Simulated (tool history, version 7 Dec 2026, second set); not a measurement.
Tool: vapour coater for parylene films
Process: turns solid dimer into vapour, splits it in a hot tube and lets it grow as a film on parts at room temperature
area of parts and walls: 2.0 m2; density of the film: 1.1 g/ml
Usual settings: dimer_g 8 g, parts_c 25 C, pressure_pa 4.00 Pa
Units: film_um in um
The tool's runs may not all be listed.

run	hour	dimer_g	parts_c	pressure_pa	film_um
1	0.0	8	25	4.00	1.84
2	16.1	8	25	4.00	1.82
3	23.6	4	25	4.00	0.91
4	33.6	8	25	4.11	1.79
5	44.4	5	25	4.00	1.11
6	57.2	5	25	4.00	1.11
7	65.8	5	25	4.00	1.09
8	79.8	5	25	4.00	1.10
9	94.6	5	25	4.00	1.10
10	106.1	8	25	4.00	1.76
11	120.8	8	25	3.91	1.76
12	132.8	8	25	3.91	1.73
13	143.9	8	31	4.00	1.38
14	158.8	8	31	4.00	1.40
15	174.0	8	25	4.00	1.69
16	189.8	8	25	4.00	1.68
# hour 203.4: trap's valve overhauled
17	210.1	8	33	4.00	1.44
18	222.1	8	25	4.00	1.87
19	238.6	8	27	4.00	1.78
20	250.1	8	25	10.65	1.72
21	267.2	8	25	10.65	1.65
22	277.9	8	25	10.65	1.66
23	293.8	8	20	4.00	2.20
24	309.7	8	25	3.56	1.86
25	319.2	13	25	4.00	2.96
26	326.7	13	25	4.00	3.02
27	337.1	8	23	4.00	1.95

Forecast run 28:
28	347.9	8	23	4.00	?

Run 28 gave film_um 1.94 um.
Without the tool's hidden state the same run would have given film_um 2.06 um.
